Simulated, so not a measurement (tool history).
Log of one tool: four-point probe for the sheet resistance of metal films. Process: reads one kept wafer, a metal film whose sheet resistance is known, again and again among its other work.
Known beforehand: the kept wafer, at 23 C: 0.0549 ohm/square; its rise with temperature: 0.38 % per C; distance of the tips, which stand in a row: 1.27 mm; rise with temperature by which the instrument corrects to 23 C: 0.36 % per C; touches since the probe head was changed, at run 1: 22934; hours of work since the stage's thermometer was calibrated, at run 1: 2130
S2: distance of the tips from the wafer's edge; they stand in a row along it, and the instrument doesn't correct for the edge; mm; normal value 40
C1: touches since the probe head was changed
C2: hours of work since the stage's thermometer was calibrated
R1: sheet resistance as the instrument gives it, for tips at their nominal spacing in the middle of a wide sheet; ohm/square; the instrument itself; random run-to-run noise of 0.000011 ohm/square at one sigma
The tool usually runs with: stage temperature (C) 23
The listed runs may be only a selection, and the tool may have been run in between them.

{"run": 1, "hour": 0.0, "stage temperature (C)": 23, "S2": 40, "C1": 22934, "C2": 2130, "R1": 0.055019}
{"run": 2, "hour": 50.9, "stage temperature (C)": 23, "S2": 40, "C1": 23900, "C2": 2154, "R1": 0.055014}
{"hour": 53.6, "done": "stage's thermometer calibrated"}
{"run": 3, "hour": 101.2, "stage temperature (C)": 23, "S2": 40, "C1": 24844, "C2": 22, "R1": 0.05494}
{"run": 4, "hour": 125.9, "stage temperature (C)": 23, "S2": 40, "C1": 25314, "C2": 34, "R1": 0.054967}
{"run": 5, "hour": 172.6, "stage temperature (C)": 23, "S2": 40, "C1": 26199, "C2": 56, "R1": 0.054941}
{"run": 6, "hour": 222.8, "stage temperature (C)": 23, "S2": 40, "C1": 27152, "C2": 79, "R1": 0.054955}
{"run": 7, "hour": 260.6, "stage temperature (C)": 23, "S2": 40, "C1": 27869, "C2": 97, "R1": 0.054976}
{"run": 8, "hour": 303.7, "stage temperature (C)": 19, "S2": 28, "C1": 28686, "C2": 117, "R1": 0.054959}
{"hour": 319.7, "done": "stage's thermometer calibrated, once more"}
{"run": 9, "hour": 334.8, "stage temperature (C)": 19, "S2": 28, "C1": 29268, "C2": 7, "R1": 0.055124}
{"run": 10, "hour": 378.3, "stage temperature (C)": 19, "S2": 28, "C1": 30093, "C2": 27, "R1": 0.055109}
{"run": 11, "hour": 412.7, "stage temperature (C)": 19, "S2": 28, "C1": 30746, "C2": 44, "R1": 0.055138}
{"run": 12, "hour": 436.3, "stage temperature (C)": 18, "S2": 4, "C1": 31193, "C2": 55, "R1": 0.057901}
{"run": 13, "hour": 482.8, "stage temperature (C)": 18, "S2": 4, "C1": 32075, "C2": 76, "R1": 0.057884}
{"run": 14, "hour": 525.0, "stage temperature (C)": 18, "S2": 4, "C1": 32877, "C2": 96, "R1": 0.057897}

Alternative continuations, all from the tool just after run 14; predict every row:
{"run": "A", "hour": 553.4, "stage temperature (C)": 23, "S2": 4, "C1": 33414, "C2": 109, "R1": "?"}
{"run": "B", "hour": 553.4, "stage temperature (C)": 28, "S2": 6, "C1": 33414, "C2": 109, "R1": "?"}
{"run": "C", "hour": 553.4, "stage temperature (C)": 18, "S2": 6, "C1": 33414, "C2": 109, "R1": "?"}
{"run": "D", "hour": 553.4, "stage temperature (C)": 30, "S2": 59, "C1": 33414, "C2": 109, "R1": "?"}

run=A R1=0.057952
run=B R1=0.056489
run=C R1=0.056365
run=D R1=0.05523
What these runs would have given with no unlogged condition in the tool:
run=A R1=0.05771
run=B R1=0.056252
run=C R1=0.056129
run=D R1=0.054998
